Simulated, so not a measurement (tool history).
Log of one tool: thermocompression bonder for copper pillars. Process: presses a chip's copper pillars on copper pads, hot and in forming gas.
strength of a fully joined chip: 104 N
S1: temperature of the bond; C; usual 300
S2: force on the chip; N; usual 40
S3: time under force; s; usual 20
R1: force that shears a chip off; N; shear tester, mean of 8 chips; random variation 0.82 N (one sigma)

run 1 day=0.000 | S1=300 S2=40 S3=20 | R1=59.1
run 2 day=0.754 | S1=300 S2=40 S3=20 | R1=58.8
run 3 day=1.254 | S1=322 S2=40 S3=20 | R1=70.7
run 4 day=2.021 | S1=322 S2=40 S3=20 | R1=70.6
run 5 day=2.925 | S1=322 S2=40 S3=20 | R1=68.4
run 6 day=3.583 | S1=322 S2=40 S3=20 | R1=70.1
run 7 day=4.446 | S1=322 S2=40 S3=20 | R1=67.8
run 8 day=5.008 | S1=300 S2=40 S3=20 | R1=56.6
run 9 day=5.838 | S1=300 S2=56 S3=20 | R1=74.2
run 10 day=6.496 | S1=300 S2=40 S3=20 | R1=57.4
run 11 day=7.254 | S1=300 S2=40 S3=20 | R1=56.9
run 12 day=7.821 | S1=300 S2=40 S3=20 | R1=56.5
-- day=8.304 forming gas filter changed
run 13 day=8.579 | S1=323 S2=24 S3=20 | R1=44.3
run 14 day=9.450 | S1=315 S2=40 S3=35 | R1=78.5
run 15 day=10.312 | S1=300 S2=40 S3=21 | R1=60.7
run 16 day=11.254 | S1=323 S2=27 S3=36 | R1=60.0
run 17 day=12.054 | S1=323 S2=27 S3=36 | R1=59.2
run 18 day=12.825 | S1=323 S2=27 S3=36 | R1=59.2
run 19 day=13.362 | S1=307 S2=27 S3=25 | R1=45.0
run 20 day=13.921 | S1=297 S2=50 S3=11 | R1=57.1
run 21 day=14.900 | S1=309 S2=34 S3=26 | R1=58.1
run 22 day=15.546 | S1=309 S2=29 S3=26 | R1=49.6
run 23 day=16.312 | S1=315 S2=35 S3=41 | R1=71.3
run 24 day=16.771 | S1=315 S2=35 S3=41 | R1=71.1

3 ways to go on from here, each from the tool as it stands after run 24. What would each give?
run A day=17.392 | S1=301 S2=40 S3=20 | R1=?
run B day=17.392 | S1=306 S2=43 S3=13 | R1=?
run C day=17.392 | S1=277 S2=35 S3=43 | R1=?

run=A R1=57.5
run=B R1=57.2
run=C R1=50.7
Without the tool's hidden state the same runs would have given:
run=A R1=65.6
run=B R1=65.3
run=C R1=58.9
